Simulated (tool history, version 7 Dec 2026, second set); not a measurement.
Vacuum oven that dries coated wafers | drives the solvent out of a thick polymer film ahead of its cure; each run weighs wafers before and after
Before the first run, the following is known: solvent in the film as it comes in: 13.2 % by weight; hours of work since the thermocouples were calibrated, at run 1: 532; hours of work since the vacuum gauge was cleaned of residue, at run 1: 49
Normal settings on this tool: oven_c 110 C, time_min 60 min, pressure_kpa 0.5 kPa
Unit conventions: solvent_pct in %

run,day,oven_c,time_min,pressure_kpa,hours of work since the thermocouples were calibrated,hours of work since the vacuum gauge was cleaned of residue,solvent_pct
1,0,110,60,0.5,532,49,2.21
2,0.942,110,60,0.5,544,61,2.22
3,1.662,110,60,0.34,554,70,2.17
4,2.538,109,60,0.34,565,82,2.24
5,3.221,109,60,0.34,574,91,2.22
6,3.646,109,60,0.34,580,96,2.23
7,4.467,109,60,0.34,590,107,2.26
8,5.071,109,60,0.525,598,115,2.34
9,5.658,109,60,0.525,606,123,2.28
10,6.467,110,60,1.723,617,133,2.71
11,7.192,110,60,1.723,626,143,2.7
12,7.983,100,60,1.723,636,153,4.26
13,8.379,100,60,1.723,642,158,4.31
14,9.083,110,37,0.5,651,168,3.92
15,9.571,110,60,0.969,657,174,2.37
16,10.471,110,60,0.5,669,186,2.15
17,11.338,110,30,0.5,680,197,4.73
18,12.033,110,30,0.5,689,206,4.69
19,12.817,110,30,0.5,700,216,4.74
20,13.742,110,60,0.409,712,228,2.11
21,14.404,110,60,0.409,720,237,2.12
22,14.838,110,60,0.409,726,243,2.13
23,15.492,110,60,1.28,735,251,2.47
24,16.4,102,60,0.5,746,263,3.31
25,17.388,109,53,0.289,759,276,2.6
26,18.138,109,53,0.289,769,286,2.61
27,19.05,109,53,0.289,781,298,2.59
28,20.017,109,53,0.289,794,310,2.62
29,20.575,109,53,0.289,801,318,2.61
30,21.412,109,53,0.289,812,329,2.56
31,22.025,109,53,0.289,820,337,2.63
32,22.492,105,91,0.274,826,343,1.38
33,23.342,105,91,0.288,837,354,1.39
34,23.738,108,94,0.398,842,359,1.1
35,24.267,111,105,0.382,849,366,0.65
36,25.046,125,105,0.382,859,376,0.19
37,25.604,125,105,0.382,867,384,0.19
38,26.138,125,105,0.382,874,391,0.22
39,26.638,125,105,0.382,880,397,0.19
40,27.604,110,89,0.374,893,410,1
41,28.5,114,92,0.374,905,421,0.66
42,29.075,109,61,0.562,912,429,2.24
43,29.55,96,74,1.256,918,435,3.93
44,30.533,105,60,0.298,931,448,2.7
45,31.429,103,45,1.906,943,460,4.77
46,31.962,103,45,1.906,950,467,4.81
47,32.625,97,60,0.385,959,475,4.02

Forecast each of these 4 alternatives for the next run:
A,33.096,119,42,0.441,965,481,?
B,33.096,110,71,0.5,965,481,?
C,33.096,103,36,1.079,965,481,?
D,33.096,97,60,0.331,965,481,?

run,solvent_pct
A,2.11
B,1.6
C,5.24
D,3.97
Without the tool's unlogged condition, the same runs would have read:
run,solvent_pct
A,2.33
B,1.8
C,5.52
D,4.25
